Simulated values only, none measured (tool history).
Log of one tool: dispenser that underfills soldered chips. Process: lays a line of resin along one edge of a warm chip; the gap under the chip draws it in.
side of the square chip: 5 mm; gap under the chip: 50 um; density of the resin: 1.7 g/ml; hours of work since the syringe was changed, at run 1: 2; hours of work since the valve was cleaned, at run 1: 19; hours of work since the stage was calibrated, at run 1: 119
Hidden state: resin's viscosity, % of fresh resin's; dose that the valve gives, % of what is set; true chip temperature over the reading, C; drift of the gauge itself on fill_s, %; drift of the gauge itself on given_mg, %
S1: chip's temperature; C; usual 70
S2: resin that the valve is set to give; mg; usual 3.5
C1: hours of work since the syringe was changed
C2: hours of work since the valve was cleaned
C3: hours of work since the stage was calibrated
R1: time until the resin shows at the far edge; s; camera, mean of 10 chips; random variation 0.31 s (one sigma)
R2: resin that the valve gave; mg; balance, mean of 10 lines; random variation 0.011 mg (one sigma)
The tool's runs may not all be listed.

| run | hour | S1 | S2 | C1 | C2 | C3 | R1 | R2 |
|---|---|---|---|---|---|---|---|---|
| 1 | 0 | 70 | 3.5 | 2 | 19 | 119 | 10.4 | 3.44 |
| 2 | 7.7 | 70 | 3.5 | 7 | 24 | 123 | 15.8 | 3.42 |
|  | 10.4 | new syringe of resin |
| 3 | 12.9 | 70 | 3.5 | 2 | 27 | 127 | 10.7 | 3.42 |
| 4 | 21.5 | 70 | 4.27 | 7 | 32 | 132 | 16 | 4.15 |
|  | 24.2 | new syringe of resin |
| 5 | 27.6 | 70 | 4.27 | 2 | 36 | 136 | 10.8 | 4.13 |
| 6 | 35.3 | 70 | 4.27 | 7 | 41 | 140 | 16.2 | 4.14 |
|  | 37.8 | new syringe of resin |
| 7 | 44.8 | 70 | 3.5 | 4 | 46 | 146 | 13.3 | 3.35 |
|  | 51.5 | new syringe of resin |
| 8 | 51.6 | 70 | 3.5 | 0 | 51 | 150 | 9.2 | 3.34 |
| 9 | 57.3 | 70 | 3.5 | 4 | 54 | 154 | 12.6 | 3.34 |
| 10 | 64.7 | 85 | 3.5 | 8 | 59 | 158 | 10.9 | 3.3 |
|  | 65.4 | new syringe of resin |
| 11 | 74 | 85 | 3.5 | 5 | 64 | 164 | 8.8 | 3.28 |
|  | 79.7 | new syringe of resin |
| 12 | 81.5 | 85 | 3.5 | 1 | 69 | 169 | 6.4 | 3.3 |
|  | 89.9 | dispensing valve cleaned and set on the balance |
| 13 | 92.3 | 85 | 3.5 | 7 | 1 | 175 | 10.7 | 3.49 |
|  | 94.4 | new syringe of resin |
| 14 | 100.4 | 70 | 3.5 | 4 | 6 | 180 | 12.4 | 3.5 |
| 15 | 105.2 | 70 | 3.5 | 7 | 9 | 183 | 15.8 | 3.47 |
|  | 108.3 | new syringe of resin |
| 16 | 113.9 | 70 | 3.5 | 3 | 15 | 188 | 12.1 | 3.47 |
|  | 122.2 | new syringe of resin |
| 17 | 122.7 | 77 | 3.5 | 0 | 20 | 193 | 8.4 | 3.44 |

Run 18 comes next. What will it give?
| 18 | 132.6 | 77 | 3.5 | 7 | 26 | 199 | ? | ? |

Run 18 gave R1 13.1 s, R2 3.42 mg.
Without the tool's hidden state the same run would have given R1 8 s, R2 3.5 mg.

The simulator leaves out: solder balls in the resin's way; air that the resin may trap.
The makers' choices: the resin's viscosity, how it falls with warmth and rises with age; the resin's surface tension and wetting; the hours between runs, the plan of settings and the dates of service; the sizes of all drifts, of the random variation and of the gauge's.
